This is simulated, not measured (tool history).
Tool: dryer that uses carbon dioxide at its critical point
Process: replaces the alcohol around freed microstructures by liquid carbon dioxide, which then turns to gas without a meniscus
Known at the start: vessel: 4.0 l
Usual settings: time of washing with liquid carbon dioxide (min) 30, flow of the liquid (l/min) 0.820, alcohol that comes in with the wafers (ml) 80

run,day,time of washing with liquid carbon dioxide (min),flow of the liquid (l/min),alcohol that comes in with the wafers (ml),alcohol left in the vessel before it's heated (ppm by volume)
1,0.000,30,0.820,80,98
2,0.488,30,0.820,80,110
3,1.333,23,0.820,80,279
4,1.829,21,0.820,80,407
5,2.458,21,0.788,80,455
6,2.917,21,0.788,80,483
7,3.458,31,0.820,80,107
8,4.229,31,0.820,80,107
9,4.771,47,0.820,80,52
10,5.796,47,0.820,80,50
11,6.438,30,0.820,101,144
12,7.125,30,0.820,101,138
13,8.167,30,0.820,101,150
14,9.079,30,0.820,80,127
15,9.829,30,0.820,80,137
16,10.617,30,0.820,80,126
17,11.046,30,0.820,80,138
18,11.946,30,0.820,100,173
19,12.862,30,0.820,100,164
# day 13.100: inlet filter changed
20,13.933,30,0.820,100,113
21,14.529,30,0.820,80,120
22,15.042,30,0.820,80,117
23,15.667,31,0.520,89,492
24,16.450,33,0.575,25,119
25,17.142,33,0.575,25,120
26,17.717,33,0.575,25,123
27,18.325,21,0.497,60,1261
28,19.108,39,1.146,22,66
29,19.754,22,1.146,22,79
30,20.617,25,0.589,32,298
31,21.279,46,0.516,87,145
32,21.946,42,0.820,104,81
33,22.854,23,0.820,46,222
34,23.850,23,0.820,46,218
35,24.492,26,0.684,72,366
36,25.046,39,0.545,98,247
37,25.471,39,0.545,98,253
38,26.429,39,0.545,98,255
39,27.096,41,0.820,52,90
40,27.829,41,0.727,80,101
41,28.317,41,0.727,80,102

Forecast each of these 4 alternatives for the next run:
A,29.162,42,0.572,80,?
B,29.162,42,0.828,27,?
C,29.162,19,0.574,86,?
D,29.162,30,0.820,61,?

run,alcohol left in the vessel before it's heated (ppm by volume)
A,166
B,76
C,1916
D,138
Without the tool's hidden state the same runs would have given:
run,alcohol left in the vessel before it's heated (ppm by volume)
A,58
B,0
C,1485
D,42
